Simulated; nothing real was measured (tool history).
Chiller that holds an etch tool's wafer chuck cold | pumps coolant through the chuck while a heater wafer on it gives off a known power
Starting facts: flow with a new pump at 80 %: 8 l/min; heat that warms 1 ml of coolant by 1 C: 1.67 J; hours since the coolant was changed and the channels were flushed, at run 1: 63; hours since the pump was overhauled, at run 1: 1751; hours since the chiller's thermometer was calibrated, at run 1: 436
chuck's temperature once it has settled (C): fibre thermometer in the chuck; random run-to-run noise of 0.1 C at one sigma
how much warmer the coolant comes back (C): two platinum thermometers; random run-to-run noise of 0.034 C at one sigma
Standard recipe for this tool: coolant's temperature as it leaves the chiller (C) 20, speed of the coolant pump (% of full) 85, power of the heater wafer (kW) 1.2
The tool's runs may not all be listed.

run	day	coolant's temperature as it leaves the chiller (C)	speed of the coolant pump (% of full)	power of the heater wafer (kW)	hours since the coolant was changed and the channels were flushed	hours since the pump was overhauled	hours since the chiller's thermometer was calibrated	chuck's temperature once it has settled (C)	how much warmer the coolant comes back (C)
1	0	20	85	1.2	63	1751	436	32.5	5.06
2	1.175	20	85	1.461	91	1779	464	35.3	6.23
3	2.408	20	85	1.2	121	1808	494	32.4	5.1
4	3.775	20	85	1.2	153	1841	527	32.4	5.09
5	5.017	20	85	1.2	183	1871	556	32.5	5.13
6	6.696	20	85	1.2	223	1911	597	32.4	5.13
7	7.888	20	85	1.2	252	1940	625	32.4	5.19
8	9.029	20	85	1.055	279	1967	653	30.8	4.57
9	10.975	28	72	0.732	326	2014	699	36.5	3.77
10	12.308	18	85	0.797	358	2046	731	26.2	3.54

Expected results for the next run?
11	13.746	18	85	0.797	393	2081	766	?	?

{"run 11": {"chuck's temperature once it has settled (C)": 26.4, "how much warmer the coolant comes back (C)": 3.53}}
With the hidden condition absent and the run-to-run variation left alone, this run would have shown chuck's temperature once it has settled (C) 26.4, how much warmer the coolant comes back (C) 3.36.
